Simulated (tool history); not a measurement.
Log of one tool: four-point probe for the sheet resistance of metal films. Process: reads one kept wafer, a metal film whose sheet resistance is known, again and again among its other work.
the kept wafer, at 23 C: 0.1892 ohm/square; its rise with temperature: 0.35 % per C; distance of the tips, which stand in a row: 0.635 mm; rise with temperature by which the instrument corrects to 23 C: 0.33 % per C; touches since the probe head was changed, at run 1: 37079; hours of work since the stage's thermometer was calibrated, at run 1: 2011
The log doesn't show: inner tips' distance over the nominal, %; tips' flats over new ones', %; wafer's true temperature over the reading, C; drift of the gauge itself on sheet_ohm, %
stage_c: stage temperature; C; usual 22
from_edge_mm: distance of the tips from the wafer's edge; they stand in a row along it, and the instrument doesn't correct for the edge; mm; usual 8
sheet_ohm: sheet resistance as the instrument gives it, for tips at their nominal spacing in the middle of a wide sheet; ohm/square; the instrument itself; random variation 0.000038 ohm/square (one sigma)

run    hour  stage_c  from_edge_mm  touches since the probe head was changed  hours of work since the stage's thermometer was calibrated  sheet_ohm
  1       0       22             8                                     37079                                                        2011   0.188583
  2    32.3       22             8                                     37911                                                        2033   0.188554
  3    54.1       22             8                                     38472                                                        2047   0.188494
  4    97.9       22             8                                     39599                                                        2076   0.188603
  5   124.4       22             8                                     40280                                                        2094   0.188469
  6     159       22             8                                     41171                                                        2117   0.188501
  7     195       22             8                                     42097                                                        2140    0.18854
  8   217.3       22             8                                     42669                                                        2155   0.188564
  9   239.6       22             8                                     43245                                                        2170   0.188435
 10   270.4       33             8                                     44036                                                        2190   0.188794
 11   294.3       22            37                                     44651                                                        2206   0.187892
 12   344.2       22            37                                     45937                                                        2240   0.187894
 13   364.9       22            37                                     46469                                                        2253   0.187909
 14   399.7       22            37                                     47363                                                        2276    0.18793
 15   434.2       22            37                                     48250                                                        2299   0.187964
 16   457.1       22            37                                     48841                                                        2314   0.187913
 17   497.4       22            11                                     49878                                                        2341   0.188237
 18   518.7       22            11                                     50426                                                        2355   0.188213
 19   546.8       22            11                                     51149                                                        2374   0.188239
 20     580       22            11                                     52004                                                        2396   0.188228
 21   618.7       22            11                                     52999                                                        2422   0.188161
 22   666.3       22             7                                     54223                                                        2453   0.188716
 23   712.6       22             7                                     55414                                                        2484    0.18867
 24   761.5       25            26                                     56673                                                        2516   0.188029
 25     805       30             6                                     57792                                                        2545   0.189286
 26   852.7       30             6                                     59021                                                        2577   0.189215
 27   874.4       21            21                                     59578                                                        2591     0.1879
 28   902.3       30            60                                     60297                                                        2610   0.188075
 29   924.2       30            29                                     60860                                                        2624   0.188251
 30   958.8       34             4                                     61750                                                        2647   0.190702
      978.2  -- stage's thermometer calibrated
 31   985.5       25             8                                     62424                                                           5   0.189203
 32  1013.3       25             8                                     63139                                                          23   0.189209
 33  1053.1       29            40                                     64163                                                          50   0.188702
 34  1101.6       34            64                                     65411                                                          82   0.188811
 35  1145.9       18             4                                     66551                                                         111   0.190944
 36  1174.6       23             4                                     67291                                                         130   0.191086
 37  1203.3       21            68                                     68028                                                         149    0.18853
 38  1253.7       30            25                                     69325                                                         183   0.188787
 39  1290.9       21             8                                     70283                                                         208   0.189122
 40  1334.5       22            43                                     71403                                                         236   0.188508

For run 41, what comes out?
 41  1383       22            26                                     72650                                                         269          ?

sheet_ohm: 0.188616 ohm/square
On a tool with no hidden condition, and with the same random variation, this run would have come out at sheet_ohm 0.189291 ohm/square.

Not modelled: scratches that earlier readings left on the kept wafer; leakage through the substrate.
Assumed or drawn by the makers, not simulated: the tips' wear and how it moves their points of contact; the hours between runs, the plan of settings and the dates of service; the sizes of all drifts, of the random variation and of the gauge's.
